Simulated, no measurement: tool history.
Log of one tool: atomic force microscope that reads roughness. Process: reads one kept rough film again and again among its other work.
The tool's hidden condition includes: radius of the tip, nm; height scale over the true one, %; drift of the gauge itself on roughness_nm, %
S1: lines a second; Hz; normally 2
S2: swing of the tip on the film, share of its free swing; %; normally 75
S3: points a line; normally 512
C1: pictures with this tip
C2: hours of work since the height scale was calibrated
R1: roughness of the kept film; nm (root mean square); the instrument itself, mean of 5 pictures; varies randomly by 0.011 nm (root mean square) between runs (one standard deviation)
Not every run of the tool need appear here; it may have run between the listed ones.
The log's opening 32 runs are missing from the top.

run 33 hour=611.5 | S1=2 S2=75 S3=349 | C1=44 C2=863 | R1=2.245
run 34 hour=628.7 | S1=2 S2=82 S3=829 | C1=64 C2=874 | R1=2.114
run 35 hour=647.8 | S1=2 S2=82 S3=829 | C1=86 C2=886 | R1=2.041
-- hour=653.8 new tip fitted
run 36 hour=670.8 | S1=2.4 S2=82 S3=675 | C1=19 C2=901 | R1=2.296
run 37 hour=691.8 | S1=2.4 S2=57 S3=403 | C1=43 C2=914 | R1=2.346
run 38 hour=706.6 | S1=1.33 S2=68 S3=448 | C1=60 C2=924 | R1=2.261
run 39 hour=732.3 | S1=1.59 S2=67 S3=372 | C1=89 C2=940 | R1=2.108
-- hour=735.9 new tip fitted
run 40 hour=755.4 | S1=0.57 S2=67 S3=592 | C1=22 C2=955 | R1=2.532
run 41 hour=778.2 | S1=2 S2=75 S3=840 | C1=48 C2=969 | R1=2.273
run 42 hour=792.1 | S1=1.74 S2=90 S3=831 | C1=64 C2=978 | R1=2.041
run 43 hour=812.6 | S1=2.69 S2=59 S3=455 | C1=87 C2=991 | R1=2.115
-- hour=817.9 new tip fitted
run 44 hour=837.2 | S1=2.12 S2=59 S3=455 | C1=22 C2=1007 | R1=2.498
run 45 hour=862.7 | S1=2.12 S2=59 S3=455 | C1=51 C2=1023 | R1=2.329
run 46 hour=880.4 | S1=0.62 S2=85 S3=455 | C1=71 C2=1035 | R1=2.212
-- hour=899.5 new tip fitted
run 47 hour=904.9 | S1=0.62 S2=85 S3=419 | C1=6 C2=1050 | R1=2.574
run 48 hour=919 | S1=0.62 S2=80 S3=565 | C1=23 C2=1059 | R1=2.46
run 49 hour=929.9 | S1=1.92 S2=58 S3=755 | C1=35 C2=1066 | R1=2.421
run 50 hour=945.8 | S1=1.92 S2=58 S3=755 | C1=53 C2=1076 | R1=2.319
run 51 hour=966.5 | S1=1.92 S2=86 S3=370 | C1=77 C2=1090 | R1=1.978
-- hour=981.3 new tip fitted
run 52 hour=991.2 | S1=2 S2=65 S3=484 | C1=11 C2=1105 | R1=2.496

Forecast each of these 3 alternatives for the next run:
run A hour=1011.8 | S1=2 S2=88 S3=512 | C1=35 C2=1118 | R1=?
run B hour=1011.8 | S1=0.58 S2=77 S3=695 | C1=35 C2=1118 | R1=?
run C hour=1011.8 | S1=0.64 S2=59 S3=575 | C1=35 C2=1118 | R1=?

run=A R1=2.154
run=B R1=2.414
run=C R1=2.426
With no hidden state in the tool, these same runs would have given:
run=A R1=2.383
run=B R1=2.67
run=C R1=2.684
